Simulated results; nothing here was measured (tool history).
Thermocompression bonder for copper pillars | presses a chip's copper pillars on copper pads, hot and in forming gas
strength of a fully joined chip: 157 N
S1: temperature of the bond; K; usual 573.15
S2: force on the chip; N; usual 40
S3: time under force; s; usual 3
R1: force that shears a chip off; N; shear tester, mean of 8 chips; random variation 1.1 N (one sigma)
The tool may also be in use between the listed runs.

run	day	S1	S2	S3	R1
1	0.000	573.15	40	3	94.8
2	2.250	573.15	40	3	93.8
3	4.092	573.15	40	3	93.5
4	5.617	573.15	51	3	109.9
5	7.225	573.15	51	3	107.2
6	9.025	573.15	40	3	91.5
7	11.529	573.15	40	3	89.2
# day 13.517: force cell calibrated
8	14.712	573.15	40	3	96.1
9	17.788	573.15	40	4	102.9
# day 20.296: forming gas filter changed
10	20.517	573.15	40	4	109.0
11	22.629	573.15	40	4	108.7
12	24.171	573.15	40	4	105.3
# day 26.696: heater calibrated with a thermocouple chip
13	26.696	573.15	40	4	113.3
14	28.258	573.15	40	3	107.3
15	29.983	591.15	40	3	123.2
16	31.596	573.15	33	3	92.7
17	34.683	573.15	40	3	103.3
18	37.129	573.15	40	3	104.2
19	39.838	573.15	40	5	115.2
20	41.117	573.15	40	3	102.9
21	43.792	568.15	48	4	116.0
# day 45.100: forming gas filter changed
22	46.296	593.15	39	3	122.8
23	49.371	593.15	39	3	123.1
24	51.854	593.15	39	3	123.4
25	53.488	593.15	39	3	120.0
26	55.388	593.15	59	4	144.3
27	57.588	593.15	59	4	140.2
28	60.558	573.15	40	4	108.9
29	62.388	602.15	36	4	125.5
30	64.162	552.15	55	4	105.3
31	66.392	577.15	46	9	133.5
32	68.617	564.15	32	9	101.3
# day 69.862: forming gas filter changed
33	70.108	573.15	37	2	86.7
34	72.908	573.15	40	6	119.7
35	75.171	573.15	40	6	120.3
36	77.892	577.15	51	2	109.3
37	80.554	572.15	51	2	103.1
38	82.988	562.15	26	9	85.6
39	84.571	583.15	40	2	95.2

Measured less the same run without the tool's hidden state. The same run-to-run variation is in both; the gauge's scatter may not be:
The hidden state here: true temperature of the bond over the reading, C; force that reaches the chip, % of what is set; oxide that the forming gas leaves, % of the face; drift of the gauge itself on shear_n, %.
run	R1
1	-15.1
2	-16.2
3	-17.0
4	-16.9
5	-17.5
6	-19.2
7	-20.2
8	-14.2
9	-15.9
10	-10.0
11	-11.2
12	-11.7
13	-2.2
14	-2.9
15	-4.0
16	-4.1
17	-5.8
18	-7.0
19	-8.7
20	-9.0
21	-10.9
22	-3.4
23	-5.1
24	-6.2
25	-6.9
26	-5.8
27	-6.6
28	-10.6
29	-10.6
30	-12.6
31	-12.0
32	-14.4
33	-8.2
34	-8.5
35	-9.8
36	-11.5
37	-12.9
38	-13.9
39	-14.4
